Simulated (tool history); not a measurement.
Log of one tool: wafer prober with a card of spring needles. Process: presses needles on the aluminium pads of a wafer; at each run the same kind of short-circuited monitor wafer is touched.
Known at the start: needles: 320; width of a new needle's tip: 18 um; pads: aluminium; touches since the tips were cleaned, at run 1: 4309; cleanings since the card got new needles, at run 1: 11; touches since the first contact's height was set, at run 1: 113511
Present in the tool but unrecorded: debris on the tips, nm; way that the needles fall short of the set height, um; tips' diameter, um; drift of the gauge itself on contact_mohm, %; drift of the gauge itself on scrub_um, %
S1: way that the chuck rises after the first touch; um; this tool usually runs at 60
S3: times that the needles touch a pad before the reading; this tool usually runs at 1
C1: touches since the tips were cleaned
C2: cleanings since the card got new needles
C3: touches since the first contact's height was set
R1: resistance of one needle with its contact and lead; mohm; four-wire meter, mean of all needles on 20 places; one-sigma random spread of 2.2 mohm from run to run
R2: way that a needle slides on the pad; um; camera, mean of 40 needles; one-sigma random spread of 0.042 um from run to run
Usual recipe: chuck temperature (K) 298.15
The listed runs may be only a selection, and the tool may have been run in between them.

Run 1, hour 0: usual settings; C1 4309; C2 11; C3 113511. Result: R1 250 mohm, R2 8.45 um.
At hour 18.2: tips cleaned on abrasive film.
Run 2, hour 29.1: usual settings but S3 2; C1 2709; C2 12; C3 120713. Result: R1 249 mohm, R2 8.5 um.
At hour 54.8: tips cleaned on abrasive film.
Run 3, hour 57.3: usual settings but chuck temperature (K) 345.15; C1 614; C2 13; C3 127678. Result: R1 259 mohm, R2 8.51 um.
At hour 91.1: tips cleaned on abrasive film.
Run 4, hour 94.6: usual settings but S1 72 um; C1 850; C2 14; C3 136891. Result: R1 242 mohm, R2 10.19 um.
Run 5, hour 121.5: usual settings but S1 72 um; C1 7521; C2 14; C3 143562. Result: R1 247 mohm, R2 10.21 um.
At hour 129.2: tips cleaned on abrasive film.
Run 6, hour 143.2: usual settings but S1 72 um; C1 3487; C2 15; C3 148939. Result: R1 246 mohm, R2 10.17 um.
At hour 165.2: tips cleaned on abrasive film.
Run 7, hour 175.4: usual settings but S1 72 um; C1 2532; C2 16; C3 156895. Result: R1 244 mohm, R2 10.13 um.
At hour 201.6: tips cleaned on abrasive film.
Run 8, hour 212.2: usual settings but S1 72 um; C1 2642; C2 17; C3 166001. Result: R1 246 mohm, R2 10.18 um.
Run 9, hour 234.9: usual settings; C1 8258; C2 17; C3 171617. Result: R1 246 mohm, R2 8.57 um.
At hour 237.4: tips cleaned on abrasive film.
Run 10, hour 252.9: usual settings; C1 3842; C2 18; C3 176065. Result: R1 248 mohm, R2 8.52 um.
At hour 273.3: tips cleaned on abrasive film.
Run 11, hour 273.3: usual settings; C1 0; C2 19; C3 181094. Result: R1 254 mohm, R2 8.58 um.
At hour 308.4: tips cleaned on abrasive film.
Run 12, hour 308.4: usual settings; C1 0; C2 20; C3 189781. Result: R1 250 mohm, R2 8.52 um.
Run 13, hour 328: usual settings; C1 4868; C2 20; C3 194649. Result: R1 248 mohm, R2 8.54 um.
At hour 338.2: height of the first contact set anew.
At hour 343.6: tips cleaned on abrasive film.
Run 14, hour 353.3: usual settings; C1 2395; C2 21; C3 3717. Result: R1 247 mohm, R2 8.51 um.
At hour 378.4: tips cleaned on abrasive film.
Run 15, hour 384.4: usual settings; C1 1491; C2 22; C3 11428. Result: R1 246 mohm, R2 8.51 um.
At hour 415.4: tips cleaned on abrasive film.
Run 16, hour 418.9: usual settings; C1 857; C2 23; C3 19947. Result: R1 248 mohm, R2 8.56 um.
At hour 451.7: tips cleaned on abrasive film.
Run 17, hour 461.1: usual settings but S3 2; C1 2325; C2 24; C3 30393. Result: R1 244 mohm, R2 8.55 um.
At hour 487.5: tips cleaned on abrasive film.
Run 18, hour 496: usual settings but chuck temperature (K) 319.15; C1 2124; C2 25; C3 39030. Result: R1 254 mohm, R2 8.6 um.
At hour 524.7: tips cleaned on abrasive film.
Run 19, hour 531.1: usual settings but chuck temperature (K) 395.15; C1 1604; C2 26; C3 47716. Result: R1 274 mohm, R2 8.64 um.
Run 20, hour 552.1: usual settings but S1 51 um, chuck temperature (K) 318.15, S3 3; C1 6814; C2 26; C3 52926. Result: R1 258 mohm, R2 7.33 um.
At hour 560.8: tips cleaned on abrasive film.
Run 21, hour 591.2: usual settings but S1 73 um, chuck temperature (K) 330.15, S3 3; C1 7540; C2 27; C3 62593. Result: R1 256 mohm, R2 10.47 um.
At hour 597.4: tips cleaned on abrasive film.
Run 22, hour 628: usual settings but S1 45 um, chuck temperature (K) 324.15, S3 3; C1 7583; C2 28; C3 71690. Result: R1 261 mohm, R2 6.48 um.
At hour 633.8: tips cleaned on abrasive film.
Run 23, hour 661.5: usual settings but S1 40 um, chuck temperature (K) 306.15, S3 2; C1 6873; C2 29; C3 79980. Result: R1 262 mohm, R2 5.68 um.
At hour 669.6: tips cleaned on abrasive film.
Run 24, hour 690.8: usual settings but S1 40 um, chuck temperature (K) 306.15, S3 2; C1 5252; C2 30; C3 87221. Result: R1 265 mohm, R2 5.77 um.
At hour 705.7: tips cleaned on abrasive film.
Run 25, hour 714.7: usual settings but S1 41 um, chuck temperature (K) 373.15; C1 2228; C2 31; C3 93117. Result: R1 286 mohm, R2 5.94 um.
At hour 741.1: tips cleaned on abrasive film.
Run 26, hour 746.8: usual settings but S1 62 um, chuck temperature (K) 373.15; C1 1406; C2 32; C3 101066. Result: R1 272 mohm, R2 8.89 um.
At hour 776.2: tips cleaned on abrasive film.
Run 27, hour 788.2: usual settings but S1 62 um, chuck temperature (K) 373.15; C1 2986; C2 33; C3 111319. Result: R1 270 mohm, R2 8.94 um.
At hour 813.3: tips cleaned on abrasive film.
Run 28, hour 816.7: usual settings but S1 62 um, chuck temperature (K) 373.15; C1 834; C2 34; C3 118351. Result: R1 269 mohm, R2 8.97 um.
Run 29, hour 842: usual settings but chuck temperature (K) 316.15; C1 7112; C2 34; C3 124629. Result: R1 251 mohm, R2 8.71 um.
At hour 848.2: tips cleaned on abrasive film.
Run 30, hour 859.8: usual settings but S1 45 um, S3 3; C1 2885; C2 35; C3 129019. Result: R1 258 mohm, R2 6.54 um.
Run 31, hour 881.2: usual settings but S1 46 um, chuck temperature (K) 348.15, S3 3; C1 8199; C2 35; C3 134333. Result: R1 269 mohm, R2 6.64 um.
At hour 884.4: tips cleaned on abrasive film.
Run 32, hour 906.6: usual settings but S1 46 um, chuck temperature (K) 348.15, S3 3; C1 5506; C2 36; C3 140592. Result: R1 270 mohm, R2 6.66 um.
At hour 921.3: tips cleaned on abrasive film.
Run 33, hour 925.9: usual settings but S1 46 um, chuck temperature (K) 348.15, S3 3; C1 1149; C2 37; C3 145368. Result: R1 270 mohm, R2 6.6 um.

A few steps of R2 between consecutive runs. Split each: what settings, incoming material and random variation would produce without the hidden state, and what is left over for the hidden state, along with gauge scatter present in only one of the two compared results (measured, and without hidden state):
Run 20 -> 21: S1 51 -> 73, chuck temperature (K) 318.15 -> 330.15, tips cleaned on abrasive film. R2 +3.14 um: hidden state +0.07, all else +3.07.
Run 21 -> 22: S1 73 -> 45, chuck temperature (K) 330.15 -> 324.15, tips cleaned on abrasive film. R2 -3.99 um: hidden state -0.07, all else -3.92.
Run 25 -> 26: S1 41 -> 62, tips cleaned on abrasive film. R2 +2.95 um: hidden state +0.08, all else +2.87.

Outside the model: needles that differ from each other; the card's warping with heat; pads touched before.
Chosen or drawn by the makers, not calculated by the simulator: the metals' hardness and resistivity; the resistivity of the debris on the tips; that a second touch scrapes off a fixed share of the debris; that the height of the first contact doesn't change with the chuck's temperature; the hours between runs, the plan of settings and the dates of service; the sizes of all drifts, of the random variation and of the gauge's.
